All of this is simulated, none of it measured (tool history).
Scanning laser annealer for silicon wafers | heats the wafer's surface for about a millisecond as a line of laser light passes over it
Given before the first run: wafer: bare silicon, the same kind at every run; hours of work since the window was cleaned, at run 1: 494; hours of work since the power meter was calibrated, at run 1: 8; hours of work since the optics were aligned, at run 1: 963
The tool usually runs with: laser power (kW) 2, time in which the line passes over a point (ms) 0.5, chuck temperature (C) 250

| run | hour | laser power (kW) | time in which the line passes over a point (ms) | chuck temperature (C) | hours of work since the window was cleaned | hours of work since the power meter was calibrated | hours of work since the optics were aligned | highest temperature of the surface (C) |
|---|---|---|---|---|---|---|---|---|
| 1 | 0 | 2 | 0.5 | 250 | 494 | 8 | 963 | 921 |
| 2 | 8.1 | 2 | 0.5 | 250 | 498 | 13 | 967 | 917 |
| 3 | 22.1 | 2 | 0.525 | 250 | 506 | 20 | 975 | 932 |
| 4 | 36.9 | 2 | 0.525 | 250 | 513 | 27 | 982 | 935 |
| 5 | 51.2 | 2 | 0.5 | 250 | 521 | 35 | 990 | 918 |
| 6 | 67.5 | 1.827 | 0.5 | 250 | 529 | 43 | 998 | 845 |
| 7 | 75.2 | 1.827 | 0.5 | 250 | 533 | 47 | 1002 | 846 |
| 8 | 83.2 | 1.827 | 0.399 | 250 | 537 | 51 | 1006 | 786 |
| 9 | 96.9 | 2 | 0.5 | 277 | 544 | 58 | 1013 | 942 |
| 10 | 113 | 2 | 0.5 | 254 | 552 | 67 | 1021 | 920 |
| 11 | 121.8 | 2 | 0.5 | 254 | 557 | 71 | 1026 | 919 |
| 12 | 131.6 | 2 | 0.5 | 254 | 562 | 76 | 1031 | 919 |
| 13 | 146.2 | 2 | 0.5 | 254 | 569 | 84 | 1038 | 921 |
| 14 | 157.5 | 2 | 0.5 | 254 | 575 | 89 | 1044 | 922 |
| 15 | 172.4 | 2 | 0.5 | 254 | 583 | 97 | 1052 | 915 |
| 16 | 184.8 | 2 | 0.5 | 216 | 589 | 103 | 1058 | 882 |
| 17 | 203.1 | 2 | 0.5 | 228 | 599 | 113 | 1068 | 894 |
|  | 206.9 | laser's power meter calibrated |
| 18 | 215.2 | 2 | 0.5 | 268 | 603 | 4 | 1072 | 932 |
| 19 | 226.1 | 1.74 | 0.5 | 250 | 609 | 10 | 1078 | 803 |
| 20 | 239.4 | 1.74 | 0.5 | 250 | 616 | 17 | 1085 | 803 |
| 21 | 251.1 | 1.74 | 0.5 | 250 | 622 | 23 | 1091 | 804 |
| 22 | 264.5 | 1.805 | 0.5 | 252 | 629 | 30 | 1098 | 836 |
|  | 277.3 | laser's power meter calibrated, once more |
| 23 | 284.3 | 1.805 | 0.5 | 252 | 637 | 4 | 1106 | 835 |
| 24 | 296.4 | 1.805 | 0.5 | 252 | 643 | 10 | 1112 | 832 |
| 25 | 312.9 | 1.71 | 0.408 | 250 | 652 | 18 | 1121 | 742 |
| 26 | 330.8 | 1.71 | 0.408 | 250 | 661 | 27 | 1130 | 745 |
| 27 | 347.1 | 2 | 0.392 | 224 | 669 | 36 | 1138 | 812 |
| 28 | 355 | 2 | 0.392 | 224 | 674 | 40 | 1143 | 813 |
| 29 | 369.7 | 2 | 0.392 | 224 | 681 | 47 | 1150 | 814 |
| 30 | 380.9 | 2 | 0.392 | 224 | 687 | 53 | 1156 | 814 |
| 31 | 396.9 | 1.711 | 0.5 | 216 | 695 | 61 | 1164 | 756 |
| 32 | 411.4 | 2.132 | 0.5 | 268 | 703 | 69 | 1171 | 984 |
| 33 | 424 | 2 | 0.398 | 250 | 709 | 75 | 1178 | 843 |
| 34 | 442.4 | 2.074 | 0.532 | 228 | 718 | 85 | 1187 | 938 |

What will run 35 give?
| 35 | 451.9 | 2.074 | 0.532 | 228 | 723 | 90 | 1192 | ? |

{"run 35": {"highest temperature of the surface (C)": 935}}
With the hidden condition absent and the run-to-run variation left alone, this run would have shown highest temperature of the surface (C) 985.

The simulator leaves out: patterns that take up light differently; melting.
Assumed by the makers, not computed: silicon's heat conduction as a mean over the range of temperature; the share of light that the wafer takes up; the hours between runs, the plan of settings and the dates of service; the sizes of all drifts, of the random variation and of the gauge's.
